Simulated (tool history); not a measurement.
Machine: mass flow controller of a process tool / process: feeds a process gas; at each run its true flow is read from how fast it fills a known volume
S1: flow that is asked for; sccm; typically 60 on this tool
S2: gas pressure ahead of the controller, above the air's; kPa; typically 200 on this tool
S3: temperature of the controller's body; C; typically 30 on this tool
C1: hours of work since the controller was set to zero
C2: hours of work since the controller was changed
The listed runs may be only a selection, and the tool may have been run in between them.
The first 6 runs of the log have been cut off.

-- hour=1634.1 controller exchanged for a calibrated one
run 7 hour=1797.7 | S1=18 S2=200 S3=34 | C1=122 C2=122 | true_flow_(%)=98.16
run 8 hour=1996.0 | S1=60 S2=200 S3=30 | C1=270 C2=270 | true_flow_(%)=98.92
run 9 hour=2355.8 | S1=60 S2=200 S3=30 | C1=538 C2=538 | true_flow_(%)=98.78
run 10 hour=2564.5 | S1=60 S2=200 S3=30 | C1=694 C2=694 | true_flow_(%)=98.74
run 11 hour=2983.7 | S1=60 S2=200 S3=30 | C1=1006 C2=1006 | true_flow_(%)=98.55
run 12 hour=3313.4 | S1=60 S2=200 S3=30 | C1=1252 C2=1252 | true_flow_(%)=98.46
run 13 hour=3584.7 | S1=60 S2=200 S3=30 | C1=1455 C2=1455 | true_flow_(%)=98.35
run 14 hour=3967.7 | S1=60 S2=200 S3=30 | C1=1740 C2=1740 | true_flow_(%)=98.16
run 15 hour=4202.1 | S1=24 S2=200 S3=30 | C1=1915 C2=1915 | true_flow_(%)=96.99
run 16 hour=4465.4 | S1=24 S2=200 S3=30 | C1=2111 C2=2111 | true_flow_(%)=96.70
run 17 hour=4926.8 | S1=24 S2=200 S3=30 | C1=2455 C2=2455 | true_flow_(%)=96.58
run 18 hour=5327.9 | S1=24 S2=200 S3=30 | C1=2754 C2=2754 | true_flow_(%)=96.41
run 19 hour=5694.9 | S1=24 S2=200 S3=30 | C1=3028 C2=3028 | true_flow_(%)=95.91
run 20 hour=5948.5 | S1=24 S2=200 S3=30 | C1=3217 C2=3217 | true_flow_(%)=95.77
run 21 hour=6327.9 | S1=24 S2=200 S3=30 | C1=3500 C2=3500 | true_flow_(%)=95.57
run 22 hour=6758.9 | S1=24 S2=200 S3=30 | C1=3822 C2=3822 | true_flow_(%)=95.47
run 23 hour=7011.8 | S1=57 S2=200 S3=22 | C1=4010 C2=4010 | true_flow_(%)=97.28
run 24 hour=7230.3 | S1=57 S2=200 S3=22 | C1=4173 C2=4173 | true_flow_(%)=97.21
run 25 hour=7620.0 | S1=35 S2=245 S3=22 | C1=4464 C2=4464 | true_flow_(%)=96.41
run 26 hour=7952.0 | S1=19 S2=188 S3=22 | C1=4711 C2=4711 | true_flow_(%)=94.02
run 27 hour=8266.0 | S1=19 S2=188 S3=22 | C1=4945 C2=4945 | true_flow_(%)=93.93
run 28 hour=8512.6 | S1=19 S2=188 S3=30 | C1=5129 C2=5129 | true_flow_(%)=93.38

Run 29 has not been measured yet. What should we expect?
run 29 hour=8783.4 | S1=18 S2=247 S3=27 | C1=5331 C2=5331 | true_flow_(%)=?

{"run 29": {"true flow (%)": 93.57}}
On a tool with no hidden condition, and with the same random variation, this run would have come out at true flow (%) 99.23.
